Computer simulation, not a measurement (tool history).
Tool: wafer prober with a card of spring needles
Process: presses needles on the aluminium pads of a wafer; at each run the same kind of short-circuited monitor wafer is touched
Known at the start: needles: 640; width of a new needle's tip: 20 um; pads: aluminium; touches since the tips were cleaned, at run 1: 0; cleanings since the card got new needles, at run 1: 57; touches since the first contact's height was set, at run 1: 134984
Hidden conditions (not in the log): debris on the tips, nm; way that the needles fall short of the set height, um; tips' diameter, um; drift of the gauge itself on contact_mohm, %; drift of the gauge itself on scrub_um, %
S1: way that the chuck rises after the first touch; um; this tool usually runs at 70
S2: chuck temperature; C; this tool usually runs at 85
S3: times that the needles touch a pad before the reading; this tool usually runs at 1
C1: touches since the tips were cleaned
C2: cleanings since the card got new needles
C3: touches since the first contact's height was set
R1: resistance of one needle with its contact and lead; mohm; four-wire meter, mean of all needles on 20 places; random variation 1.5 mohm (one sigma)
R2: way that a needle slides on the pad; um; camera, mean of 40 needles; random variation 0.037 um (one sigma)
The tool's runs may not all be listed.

run,hour,S1,S2,S3,C1,C2,C3,R1,R2
1,0,70,85,1,0,57,134984,149,8.03
# hour 5.8: tips cleaned on abrasive film
2,8.8,70,85,1,1212,58,138531,206,7.95
# hour 11.6: tips cleaned on abrasive film
3,14.3,70,85,1,1094,59,140710,203,7.97
# hour 17: tips cleaned on abrasive film
# hour 22.8: tips cleaned on abrasive film
4,23.8,70,85,1,434,61,144520,172,7.97
# hour 28.4: tips cleaned on abrasive film
5,29.3,70,85,1,348,62,146697,164,7.91
# hour 33.8: tips cleaned on abrasive film
6,36.8,70,85,1,1229,63,149717,210,7.98
# hour 39.2: tips cleaned on abrasive film
# hour 45: tips cleaned on abrasive film
7,47.6,70,85,1,1063,65,154038,200,7.94
# hour 51.1: tips cleaned on abrasive film
# hour 56.6: tips cleaned on abrasive film
8,57.9,70,85,1,537,67,158170,181,7.91
# hour 62.7: tips cleaned on abrasive film
9,67.1,70,85,1,1782,68,161869,233,7.91
# hour 68.6: tips cleaned on abrasive film
# hour 74.2: tips cleaned on abrasive film
10,76.4,70,85,1,879,70,165563,198,7.88
# hour 79.5: tips cleaned on abrasive film
11,82.5,70,85,1,1196,71,168005,207,7.82
# hour 85.6: tips cleaned on abrasive film
# hour 87: height of the first contact set anew
# hour 91.3: tips cleaned on abrasive film
12,92.5,70,85,1,497,73,2197,178,7.52
# hour 97.5: tips cleaned on abrasive film
13,99.5,70,85,1,813,74,5018,194,7.52
# hour 102.8: tips cleaned on abrasive film
14,105.3,70,85,1,1012,75,7342,205,7.44
# hour 108.4: tips cleaned on abrasive film
# hour 110.6: height of the first contact set anew, once more
15,113.2,70,85,1,1827,76,1064,222,8.45
# hour 114.5: tips cleaned on abrasive film
# hour 120.2: tips cleaned on abrasive film
16,124.4,70,85,1,1677,78,5531,212,8.44
# hour 126: tips cleaned on abrasive film
# hour 132.3: tips cleaned on abrasive film
17,135.5,68,85,2,1302,80,9969,178,8.19
# hour 138.3: tips cleaned on abrasive film
# hour 143.9: tips cleaned on abrasive film
18,143.9,68,85,2,0,82,13335,148,8.18
# hour 149.5: tips cleaned on abrasive film
# hour 154.8: tips cleaned on abrasive film
19,155.3,68,85,2,214,84,17895,155,8.08
# hour 160.1: tips cleaned on abrasive film
# hour 165.9: tips cleaned on abrasive film
20,166.5,70,85,1,232,86,22367,166,8.34
# hour 171.4: tips cleaned on abrasive film
21,172.3,70,85,1,381,87,24708,171,8.28
# hour 176.8: tips cleaned on abrasive film
22,178.8,75,59,1,834,88,27300,172,8.92
# hour 182.3: tips cleaned on abrasive film
23,183.9,75,59,1,626,89,29326,171,8.91
# hour 187.6: tips cleaned on abrasive film
# hour 193: tips cleaned on abrasive film
24,195,75,59,1,835,91,33774,177,8.94
# hour 198.7: tips cleaned on abrasive film
# hour 204.2: tips cleaned on abrasive film
25,204.2,75,85,3,0,93,37436,142,8.89
# hour 209.5: tips cleaned on abrasive film
26,213.8,87,32,3,1752,94,41295,152,10.31
# hour 215.5: tips cleaned on abrasive film
# hour 221.3: tips cleaned on abrasive film
27,222.8,70,57,3,599,96,44893,157,8.31
# hour 227.3: tips cleaned on abrasive film
28,232.2,54,69,2,1998,97,48686,233,6.31
# hour 232.9: tips cleaned on abrasive film
# hour 238.7: tips cleaned on abrasive film
29,239.9,70,55,2,500,99,51741,159,8.25
# hour 244: tips cleaned on abrasive film
30,245,78,71,1,404,100,53755,167,9.26
# hour 249.9: tips cleaned on abrasive film
31,250.4,70,49,2,189,101,55923,151,8.29

What if the next run were any one of these 4? Each begins from the tool's condition after run 31:
# hour 255.5: tips cleaned on abrasive film
A,255.5,70,34,1,0,102,57978,?,?
# hour 255.5: tips cleaned on abrasive film
B,255.5,70,85,1,0,102,57978,?,?
# hour 255.5: tips cleaned on abrasive film
C,255.5,60,84,1,0,102,57978,?,?
# hour 255.5: tips cleaned on abrasive film
D,255.5,52,36,1,0,102,57978,?,?

run,R1,R2
A,143,8.2
B,147,8.23
C,153,7.06
D,148,6.05
The same runs, with their run-to-run variation unchanged, on a tool lacking any hidden condition would have given:
run,R1,R2
A,137,8.42
B,141,8.45
C,144,7.28
D,137,6.27
